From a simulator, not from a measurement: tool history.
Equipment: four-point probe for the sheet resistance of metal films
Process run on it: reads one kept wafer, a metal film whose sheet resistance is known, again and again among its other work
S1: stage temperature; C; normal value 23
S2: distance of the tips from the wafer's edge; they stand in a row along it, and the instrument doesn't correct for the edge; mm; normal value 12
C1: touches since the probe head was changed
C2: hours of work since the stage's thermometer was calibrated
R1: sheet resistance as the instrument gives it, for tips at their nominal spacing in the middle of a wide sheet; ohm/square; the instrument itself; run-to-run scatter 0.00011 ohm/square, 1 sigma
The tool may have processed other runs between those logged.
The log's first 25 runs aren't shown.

run	day	S1	S2	C1	C2	R1
26	46.496	24	5	104497	283	0.55029
27	47.688	24	5	105374	301	0.550708
28	50.025	19	5	107095	335	0.549451
29	52.596	23	5	108992	373	0.550169
30	55.029	23	5	110784	409	0.550434
31	57.442	32	22	112561	444	0.547115
32	59.038	27	34	113736	467	0.546171
33	60.208	27	34	114600	485	0.546449
34	62.238	29	9	116095	514	0.547773
35	63.604	18	71	117103	535	0.54447
36	65.392	18	71	118418	561	0.544499
37	67.992	23	7	120335	599	0.547843
38	70.162	21	40	121935	631	0.545144
39	71.904	29	12	123218	656	0.547027
40	73.325	19	13	124265	677	0.545323
41	75.525	19	13	125886	710	0.545441
42	77.567	19	13	127388	740	0.545134
43	79.371	25	7	128718	766	0.548005
44	80.783	20	7	129759	787	0.54711

3 ways to go on from here, each from the tool as it stands after run 44. What would each give?
A	83.242	35	12	131569	823	?
B	83.242	26	3	131569	823	?
C	83.242	30	5	131569	823	?

run	R1
A	0.547972
B	0.558626
C	0.551036
With the hidden condition removed and each run's random variation left untouched, the same runs would have given:
run	R1
A	0.548875
B	0.559525
C	0.551934
